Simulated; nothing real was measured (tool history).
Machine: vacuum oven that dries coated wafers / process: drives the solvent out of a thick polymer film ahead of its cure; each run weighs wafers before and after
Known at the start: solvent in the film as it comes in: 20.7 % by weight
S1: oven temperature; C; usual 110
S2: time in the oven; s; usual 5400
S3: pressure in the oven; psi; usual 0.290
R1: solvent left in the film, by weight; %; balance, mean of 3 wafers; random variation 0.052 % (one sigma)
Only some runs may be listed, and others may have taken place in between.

run,day,S1,S2,S3,R1
1,0.000,110,5400,0.290,4.02
2,0.671,110,5400,0.290,4.04
3,1.558,110,5400,0.290,3.82
4,2.412,110,5400,0.290,3.85
5,3.004,110,7980,0.290,2.36
6,3.675,110,7980,0.319,2.60
7,4.088,110,7500,0.290,2.60
8,4.617,110,7500,0.290,2.68
9,5.067,110,7500,0.290,2.63
10,5.783,110,5400,0.175,3.27
11,6.338,110,5400,0.175,3.29
12,6.738,110,5400,0.175,3.28
13,7.412,110,5400,0.175,3.40
14,8.138,110,5400,0.175,3.38
15,8.942,110,5400,0.175,3.28
16,9.633,110,5400,0.175,3.35
17,10.525,110,7080,1.052,6.51
18,11.050,109,9660,1.053,6.18
19,11.629,109,9660,1.053,6.08
20,12.442,109,9660,1.053,6.16
21,12.871,102,9660,1.053,8.09
22,13.471,105,9180,0.290,2.92
23,14.258,110,3540,0.290,6.09
24,15.100,110,3540,0.290,6.05
25,15.783,102,6720,0.186,4.10
26,16.679,110,5400,0.882,6.65
27,17.596,99,4140,0.219,7.69
28,18.262,107,4140,0.219,5.65
29,19.162,100,5400,0.451,7.20
30,19.546,110,7860,0.170,2.01
31,20.267,108,5280,0.281,4.41

Missing from the log above: 1 entry noted between runs. For each, name the pair of listed runs it sits between and say how the tool's hidden condition differs from the listed run just before to the listed run just after:
Between runs 2 and 3: oven's thermocouples calibrated (day 1.192)
  true wafer temperature over the reading, C: -1.37 -> -0.25; true pressure over the reading, kPa: 0.055 -> 0.056
  the result without the hidden state subtracted from the measured one, R1: +0.32 -> +0.09 %
